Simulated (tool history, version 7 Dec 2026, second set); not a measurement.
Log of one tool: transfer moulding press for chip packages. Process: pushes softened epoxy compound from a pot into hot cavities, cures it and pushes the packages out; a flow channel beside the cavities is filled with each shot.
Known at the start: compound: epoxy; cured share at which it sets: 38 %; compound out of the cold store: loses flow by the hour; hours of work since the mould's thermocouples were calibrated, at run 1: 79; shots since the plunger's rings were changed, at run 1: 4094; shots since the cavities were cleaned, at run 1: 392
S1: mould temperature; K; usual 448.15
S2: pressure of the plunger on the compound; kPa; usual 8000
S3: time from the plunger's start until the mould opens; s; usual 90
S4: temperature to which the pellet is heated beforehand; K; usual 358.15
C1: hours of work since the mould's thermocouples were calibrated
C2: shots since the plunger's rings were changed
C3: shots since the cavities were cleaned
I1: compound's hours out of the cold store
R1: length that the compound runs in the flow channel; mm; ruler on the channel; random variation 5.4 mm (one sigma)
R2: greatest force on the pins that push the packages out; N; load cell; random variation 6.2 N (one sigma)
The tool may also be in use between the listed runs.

Run 1, hour 0.0: usual settings; C1 79; C2 4094; C3 392; I1 12.0. Result: R1 566 mm, R2 324 N.
Run 2, hour 18.7: usual settings; C1 93; C2 4351; C3 649; I1 39.3. Result: R1 511 mm, R2 334 N.
At hour 33.3: cavities cleaned with cleaning compound and waxed.
Run 3, hour 46.5: usual settings; C1 113; C2 4712; C3 181; I1 32.3. Result: R1 518 mm, R2 299 N.
Run 4, hour 73.0: usual settings; C1 134; C2 5077; C3 546; I1 8.5. Result: R1 538 mm, R2 336 N.
At hour 96.3: cavities cleaned with cleaning compound and waxed.
Run 5, hour 107.9: usual settings but S3 104 s; C1 159; C2 5536; C3 160; I1 39.2. Result: R1 512 mm, R2 225 N.
Run 6, hour 145.7: usual settings but S4 366.15 K; C1 188; C2 6057; C3 681; I1 9.6. Result: R1 533 mm, R2 345 N.
At hour 159.9: plunger's sealing rings changed.
At hour 161.4: cavities cleaned with cleaning compound and waxed.
Run 7, hour 175.9: usual settings but S4 355.15 K; C1 208; C2 201; C3 201; I1 30.8. Result: R1 573 mm, R2 279 N.
Run 8, hour 204.6: usual settings but S4 349.15 K; C1 230; C2 595; C3 595; I1 23.9. Result: R1 587 mm, R2 349 N.
At hour 224.7: cavities cleaned with cleaning compound and waxed.
Run 9, hour 226.4: usual settings but S2 7650 kPa; C1 245; C2 874; C3 23; I1 25.4. Result: R1 561 mm, R2 257 N.
Run 10, hour 260.9: usual settings but S1 441.15 K, S2 7650 kPa; C1 272; C2 1348; C3 497; I1 12.4. Result: R1 590 mm, R2 590 N.
Run 11, hour 279.6: usual settings but S1 455.15 K; C1 286; C2 1606; C3 755; I1 33.5. Result: R1 549 mm, R2 255 N.
At hour 287.9: cavities cleaned with cleaning compound and waxed.
Run 12, hour 307.1: usual settings; C1 306; C2 1962; C3 263; I1 19.8. Result: R1 572 mm, R2 315 N.
At hour 311.7: mould's thermocouples calibrated.
Run 13, hour 342.9: usual settings; C1 24; C2 2427; C3 728; I1 21.5. Result: R1 556 mm, R2 367 N.
At hour 351.5: cavities cleaned with cleaning compound and waxed.
Run 14, hour 363.1: usual settings but S1 444.15 K; C1 38; C2 2685; C3 160; I1 47.9. Result: R1 542 mm, R2 391 N.
At hour 380.3: mould's thermocouples calibrated, once more.
Run 15, hour 400.2: usual settings but S1 444.15 K; C1 15; C2 3167; C3 642; I1 19.9. Result: R1 570 mm, R2 442 N.
At hour 417.8: cavities cleaned with cleaning compound and waxed.
Run 16, hour 429.1: usual settings but S1 444.15 K, S3 122 s, S4 365.15 K; C1 36; C2 3544; C3 156; I1 13.5. Result: R1 573 mm, R2 217 N.
Run 17, hour 467.2: usual settings but S1 444.15 K, S3 122 s, S4 365.15 K; C1 65; C2 4068; C3 680; I1 29.5. Result: R1 534 mm, R2 267 N.
At hour 481.0: cavities cleaned with cleaning compound and waxed.
Run 18, hour 493.5: usual settings but S1 451.15 K, S2 6830 kPa, S4 367.15 K; C1 84; C2 4409; C3 171; I1 38.0. Result: R1 482 mm, R2 239 N.
Run 19, hour 514.0: usual settings but S2 6730 kPa; C1 100; C2 4691; C3 453; I1 42.3. Result: R1 475 mm, R2 312 N.
At hour 544.7: cavities cleaned with cleaning compound and waxed.
Run 20, hour 552.3: usual settings but S1 440.15 K, S3 100 s, S4 366.15 K; C1 128; C2 5197; C3 105; I1 9.4. Result: R1 563 mm, R2 413 N.
Run 21, hour 571.9: usual settings but S1 447.15 K, S2 6720 kPa, S3 115 s; C1 143; C2 5467; C3 375; I1 9.0. Result: R1 491 mm, R2 246 N.
Run 22, hour 592.9: usual settings but S1 453.15 K, S2 7180 kPa, S4 354.15 K; C1 159; C2 5756; C3 664; I1 31.4. Result: R1 475 mm, R2 277 N.
At hour 606.7: cavities cleaned with cleaning compound and waxed.
At hour 631.5: plunger's sealing rings changed.
Run 23, hour 631.9: usual settings but S1 452.15 K, S2 7690 kPa, S3 125 s, S4 354.15 K; C1 186; C2 5; C3 311; I1 19.6. Result: R1 570 mm, R2 202 N.
Run 24, hour 666.0: usual settings but S1 452.15 K, S2 7690 kPa, S3 125 s, S4 354.15 K; C1 212; C2 474; C3 780; I1 32.3. Result: R1 544 mm, R2 261 N.
At hour 672.7: cavities cleaned with cleaning compound and waxed.
Run 25, hour 705.1: usual settings but S1 452.15 K, S2 7690 kPa, S3 125 s, S4 354.15 K; C1 240; C2 991; C3 446; I1 20.6. Result: R1 551 mm, R2 221 N.
At hour 734.6: cavities cleaned with cleaning compound and waxed.
Run 26, hour 746.3: usual settings but S1 452.15 K, S2 9500 kPa, S3 125 s, S4 360.15 K; C1 271; C2 1536; C3 159; I1 34.2. Result: R1 590 mm, R2 198 N.
Run 27, hour 769.4: usual settings but S3 112 s; C1 288; C2 1854; C3 477; I1 13.2. Result: R1 581 mm, R2 245 N.

Hidden state at the last listed run before each entry between runs and at the first one after, where it differs:
Between runs 2 and 3: cavities cleaned with cleaning compound and waxed (hour 33.3)
  true mould temperature over the reading, C: -0.31 -> -0.35; pressure that reaches the compound, % of what is set: 83.55 -> 82.37; grip of the stained cavities, % over clean ones': 38.5 -> 17.8
  measured less the result without the state, R1: -48 -> -52 mm; R2: +99 -> +49 N
Between runs 4 and 5: cavities cleaned with cleaning compound and waxed (hour 96.3)
  true mould temperature over the reading, C: -0.4 -> -0.45; pressure that reaches the compound, % of what is set: 80.99 -> 79.43; grip of the stained cavities, % over clean ones': 36.3 -> 12.8
  measured less the result without the state, R1: -59 -> -61 mm; R2: +95 -> +29 N
Between runs 6 and 7: plunger's sealing rings changed (hour 159.9); cavities cleaned with cleaning compound and waxed (hour 161.4)
  true mould temperature over the reading, C: -0.5 -> -0.55; pressure that reaches the compound, % of what is set: 77.64 -> 99.13; grip of the stained cavities, % over clean ones': 37.7 -> 15.5
  measured less the result without the state, R1: -71 -> -1 mm; R2: +102 -> +47 N
Between runs 8 and 9: cavities cleaned with cleaning compound and waxed (hour 224.7)
  true mould temperature over the reading, C: -0.59 -> -0.63; pressure that reaches the compound, % of what is set: 97.82 -> 96.8; grip of the stained cavities, % over clean ones': 36 -> 4.3
  measured less the result without the state, R1: -4 -> -8 mm; R2: +102 -> +20 N
Between runs 11 and 12: cavities cleaned with cleaning compound and waxed (hour 287.9)
  true mould temperature over the reading, C: -0.72 -> -0.76; pressure that reaches the compound, % of what is set: 93.97 -> 92.63; grip of the stained cavities, % over clean ones': 41.2 -> 21
  measured less the result without the state, R1: -15 -> -20 mm; R2: +79 -> +68 N
Between runs 12 and 13: mould's thermocouples calibrated (hour 311.7)
  true mould temperature over the reading, C: -0.76 -> -1.12; pressure that reaches the compound, % of what is set: 92.63 -> 90.87; grip of the stained cavities, % over clean ones': 21 -> 40.8
  measured less the result without the state, R1: -20 -> -24 mm; R2: +68 -> +128 N
Between runs 13 and 14: cavities cleaned with cleaning compound and waxed (hour 351.5)
  true mould temperature over the reading, C: -1.12 -> -1.15; pressure that reaches the compound, % of what is set: 90.87 -> 90.03; grip of the stained cavities, % over clean ones': 40.8 -> 13.2
  measured less the result without the state, R1: -24 -> -26 mm; R2: +128 -> +78 N
Between runs 14 and 15: mould's thermocouples calibrated, once more (hour 380.3)
  true mould temperature over the reading, C: -1.15 -> 0.05; pressure that reaches the compound, % of what is set: 90.03 -> 88.25; grip of the stained cavities, % over clean ones': 13.2 -> 38.4
  measured less the result without the state, R1: -26 -> -37 mm; R2: +78 -> +121 N
Between runs 15 and 16: cavities cleaned with cleaning compound and waxed (hour 417.8)
  true mould temperature over the reading, C: 0.05 -> 0; pressure that reaches the compound, % of what is set: 88.25 -> 86.83; grip of the stained cavities, % over clean ones': 38.4 -> 12.4
  measured less the result without the state, R1: -37 -> -41 mm; R2: +121 -> +24 N
Between runs 17 and 18: cavities cleaned with cleaning compound and waxed (hour 481.0)
  true mould temperature over the reading, C: -0.06 -> -0.1; pressure that reaches the compound, % of what is set: 84.83 -> 83.5; grip of the stained cavities, % over clean ones': 39.4 -> 14.3
  measured less the result without the state, R1: -46 -> -45 mm; R2: +78 -> +30 N
Between runs 19 and 20: cavities cleaned with cleaning compound and waxed (hour 544.7)
  true mould temperature over the reading, C: -0.13 -> -0.2; pressure that reaches the compound, % of what is set: 82.55 -> 80.73; grip of the stained cavities, % over clean ones': 30.3 -> 7.9
  measured less the result without the state, R1: -47 -> -63 mm; R2: +74 -> +35 N
Between runs 22 and 23: cavities cleaned with cleaning compound and waxed (hour 606.7); plunger's sealing rings changed (hour 631.5)
  true mould temperature over the reading, C: -0.26 -> -0.32; pressure that reaches the compound, % of what is set: 78.68 -> 99.97; grip of the stained cavities, % over clean ones': 37.7 -> 22.4
  measured less the result without the state, R1: -59 -> +0 mm; R2: +76 -> +37 N
Between runs 24 and 25: cavities cleaned with cleaning compound and waxed (hour 672.7)
  true mould temperature over the reading, C: -0.37 -> -0.43; pressure that reaches the compound, % of what is set: 98.27 -> 96.33; grip of the stained cavities, % over clean ones': 42.7 -> 30.6
  measured less the result without the state, R1: -4 -> -10 mm; R2: +75 -> +53 N
Between runs 25 and 26: cavities cleaned with cleaning compound and waxed (hour 734.6)
  true mould temperature over the reading, C: -0.43 -> -0.5; pressure that reaches the compound, % of what is set: 96.33 -> 94.27; grip of the stained cavities, % over clean ones': 30.6 -> 15
  measured less the result without the state, R1: -10 -> -16 mm; R2: +53 -> +27 N

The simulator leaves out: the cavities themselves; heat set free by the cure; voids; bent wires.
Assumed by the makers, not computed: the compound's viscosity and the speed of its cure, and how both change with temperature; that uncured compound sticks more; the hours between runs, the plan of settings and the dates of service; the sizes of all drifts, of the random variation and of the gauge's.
